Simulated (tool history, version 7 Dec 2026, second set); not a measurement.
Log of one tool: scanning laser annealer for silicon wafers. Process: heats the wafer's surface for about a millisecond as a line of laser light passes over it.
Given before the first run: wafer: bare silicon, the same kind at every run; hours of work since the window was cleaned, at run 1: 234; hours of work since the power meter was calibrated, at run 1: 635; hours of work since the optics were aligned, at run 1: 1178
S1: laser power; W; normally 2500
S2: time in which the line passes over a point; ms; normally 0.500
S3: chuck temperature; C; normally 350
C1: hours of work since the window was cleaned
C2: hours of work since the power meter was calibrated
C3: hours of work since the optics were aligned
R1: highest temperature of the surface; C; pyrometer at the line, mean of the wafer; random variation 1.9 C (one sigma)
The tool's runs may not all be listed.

| run | hour | S1 | S2 | S3 | C1 | C2 | C3 | R1 |
|---|---|---|---|---|---|---|---|---|
| 1 | 0.0 | 2500 | 0.500 | 350 | 234 | 635 | 1178 | 1139 |
| 2 | 18.3 | 2500 | 0.500 | 350 | 242 | 644 | 1187 | 1138 |
| 3 | 54.7 | 2500 | 0.500 | 350 | 258 | 660 | 1203 | 1135 |
| 4 | 78.9 | 2500 | 0.500 | 350 | 269 | 671 | 1214 | 1137 |
| 5 | 112.6 | 2126 | 0.500 | 350 | 284 | 686 | 1229 | 1013 |
| 6 | 132.3 | 2500 | 0.500 | 350 | 292 | 694 | 1237 | 1130 |
| 7 | 159.1 | 2500 | 0.500 | 350 | 304 | 706 | 1249 | 1127 |
| 8 | 188.8 | 2500 | 0.500 | 350 | 318 | 719 | 1263 | 1128 |
|  | 206.4 | window over the wafer cleaned |
| 9 | 206.4 | 2500 | 0.500 | 350 | 0 | 726 | 1270 | 1174 |
| 10 | 231.8 | 2500 | 0.500 | 385 | 11 | 738 | 1281 | 1208 |
| 11 | 255.9 | 2500 | 0.500 | 385 | 22 | 748 | 1292 | 1205 |
| 12 | 280.4 | 2500 | 0.500 | 385 | 33 | 759 | 1302 | 1206 |
| 13 | 308.1 | 2500 | 0.500 | 385 | 45 | 772 | 1315 | 1200 |
| 14 | 343.2 | 2500 | 0.500 | 385 | 61 | 787 | 1330 | 1203 |
| 15 | 370.1 | 2500 | 0.500 | 337 | 73 | 799 | 1342 | 1150 |
| 16 | 391.8 | 2500 | 0.500 | 350 | 83 | 809 | 1352 | 1165 |
| 17 | 426.6 | 2500 | 0.394 | 350 | 98 | 825 | 1368 | 1080 |
| 18 | 443.8 | 2500 | 0.394 | 350 | 106 | 832 | 1375 | 1080 |
| 19 | 467.4 | 2747 | 0.500 | 350 | 116 | 843 | 1386 | 1239 |
| 20 | 497.4 | 2500 | 0.500 | 350 | 130 | 856 | 1399 | 1156 |
| 21 | 516.8 | 2500 | 0.500 | 350 | 138 | 865 | 1408 | 1156 |
| 22 | 548.5 | 2500 | 0.500 | 350 | 152 | 879 | 1422 | 1150 |
| 23 | 586.5 | 2236 | 0.383 | 346 | 169 | 896 | 1439 | 982 |
| 24 | 607.7 | 2498 | 0.500 | 350 | 179 | 905 | 1448 | 1147 |
| 25 | 625.1 | 2437 | 0.463 | 371 | 187 | 913 | 1456 | 1127 |
| 26 | 660.5 | 2588 | 0.525 | 375 | 202 | 929 | 1472 | 1217 |
| 27 | 694.6 | 2143 | 0.574 | 375 | 217 | 944 | 1487 | 1100 |
| 28 | 725.9 | 2143 | 0.574 | 375 | 231 | 958 | 1501 | 1095 |
| 29 | 745.6 | 2402 | 0.391 | 357 | 240 | 967 | 1510 | 1038 |
| 30 | 763.8 | 2402 | 0.391 | 357 | 248 | 975 | 1518 | 1039 |
| 31 | 798.7 | 2461 | 0.489 | 357 | 264 | 990 | 1533 | 1124 |
| 32 | 821.6 | 2372 | 0.457 | 356 | 274 | 1000 | 1544 | 1070 |
| 33 | 852.4 | 2372 | 0.533 | 348 | 288 | 1014 | 1557 | 1113 |
| 34 | 886.9 | 2638 | 0.460 | 338 | 303 | 1030 | 1573 | 1131 |
| 35 | 924.0 | 2545 | 0.608 | 338 | 320 | 1046 | 1589 | 1201 |
|  | 938.3 | window over the wafer cleaned |
| 36 | 963.8 | 2515 | 0.608 | 386 | 11 | 1063 | 1606 | 1288 |
| 37 | 992.0 | 2515 | 0.608 | 386 | 24 | 1075 | 1619 | 1287 |
| 38 | 1019.0 | 2221 | 0.578 | 327 | 36 | 1087 | 1631 | 1103 |
| 39 | 1047.0 | 2376 | 0.450 | 371 | 48 | 1100 | 1643 | 1111 |
| 40 | 1078.4 | 2376 | 0.450 | 371 | 62 | 1114 | 1657 | 1111 |

Pick out some run-to-run changes in R1. Of each, how much would a tool without hidden state show as well, from the settings, what came in and chance, and how much is left for the hidden state and any gauge scatter not in both results compared?
Unlogged tool condition in this case: light that passes the window, % of a clean one's; laser's true power over the reading, %; width of the line over the set one, %; drift of the gauge itself on peak_c, C.
Run 5 -> 6: S1 2126 -> 2500. R1 +117 C: hidden state -9, all else +126.
Run 8 -> 9: window over the wafer cleaned. R1 +46 C: hidden state +49, all else -3.
Run 22 -> 23: S1 2500 -> 2236, S2 0.500 -> 0.383, S3 350 -> 346. R1 -168 C: hidden state +4, all else -172.
Run 23 -> 24: S1 2236 -> 2498, S2 0.383 -> 0.500, S3 346 -> 350. R1 +165 C: hidden state -7, all else +172.
Run 35 -> 36: S1 2545 -> 2515, S3 338 -> 386, window over the wafer cleaned. R1 +87 C: hidden state +48, all else +39.
Run 37 -> 38: S1 2515 -> 2221, S2 0.608 -> 0.578, S3 386 -> 327. R1 -184 C: hidden state +0, all else -184.

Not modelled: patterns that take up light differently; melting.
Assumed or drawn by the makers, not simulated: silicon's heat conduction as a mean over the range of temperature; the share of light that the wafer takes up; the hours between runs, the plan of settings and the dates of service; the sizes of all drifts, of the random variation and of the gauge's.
